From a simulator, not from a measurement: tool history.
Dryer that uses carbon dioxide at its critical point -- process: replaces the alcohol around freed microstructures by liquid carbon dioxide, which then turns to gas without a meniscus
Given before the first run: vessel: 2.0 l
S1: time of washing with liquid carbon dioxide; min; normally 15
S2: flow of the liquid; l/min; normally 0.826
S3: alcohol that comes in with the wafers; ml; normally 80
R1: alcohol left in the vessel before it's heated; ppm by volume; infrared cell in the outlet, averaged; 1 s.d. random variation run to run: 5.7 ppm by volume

run    hour  S1     S2  S3    R1
  1     0.0  15  0.826  80   316
  2    28.9  15  0.826  80   334
  3    51.6  15  0.826  80   345
  4    81.1  15  0.826  80   346
  5   103.7  15  0.826  24   188
  6   119.6  15  0.826  80   366
  7   141.2  15  0.826  30   221
      155.3  -- inlet filter changed
  8   157.6  15  0.826  30   195
  9   187.9  15  0.648  80   773
 10   209.4  15  0.826  80   316
 11   227.9  15  0.512  80  1848
 12   260.9  15  0.512  80  1814
 13   292.8  15  0.512  80  1862
 14   326.1  15  0.512  80  1907
 15   344.3  15  0.512  80  1897
 16   362.0  15  0.826  80   388
 17   391.7  15  0.826  80   393
 18   413.7  15  0.826  80   392
 19   432.0  15  0.826  80   407
 20   452.7  15  1.185  80   215
 21   485.1  15  1.329  80   205
 22   519.5  15  1.329  80   230
 23   549.3  11  0.826  27   519
 24   579.5  11  0.826  27   525
 25   609.6  11  0.826  27   556
 26   637.7  11  0.826  27   549
 27   662.7  10  0.650  58  2319
 28   681.9  12  0.522  80  3575
      691.5  -- inlet filter changed
 29   705.1  12  0.826  80   818
 30   741.4  12  0.826  80   825
 31   762.8  12  0.826  80   847
      788.1  -- purifier's bed changed
 32   800.2  15  0.724  22   116
 33   826.0  10  0.724  22   529
 34   851.0  10  0.724  22   513
 35   869.6  10  0.724  22   541
 36   904.4  10  0.724  22   546
 37   940.1  10  0.724  22   569
 38   974.2  15  0.617  80   935
 39   992.6  15  1.157  80    80
 40  1028.2  15  1.373  80    71
 41  1050.8  11  1.073  40   200
 42  1086.5  11  1.073  40   215

Below, some changes in R1 between adjacent runs. For each, the amount present without the hidden state too (settings, incoming material, random variation) and the amount remaining for the hidden state with gauge scatter not shared by both compared results:
What the log doesn't record here: flow that reaches the vessel past the clogged filter, %; alcohol in the recycled carbon dioxide, ppm; drift of the gauge itself on alcohol_ppm, %.
Run 10 -> 11: S2 0.826 -> 0.512. R1 +1532 ppm by volume: hidden state +57, all else +1475.
Run 26 -> 27: S1 11 -> 10, S2 0.826 -> 0.650, S3 27 -> 58. R1 +1770 ppm by volume: hidden state +247, all else +1523.
Run 28 -> 29: S2 0.522 -> 0.826, inlet filter changed. R1 -2757 ppm by volume: hidden state -445, all else -2312.
Run 31 -> 32: S1 12 -> 15, S2 0.826 -> 0.724, S3 80 -> 22, purifier's bed changed. R1 -731 ppm by volume: hidden state -294, all else -437.
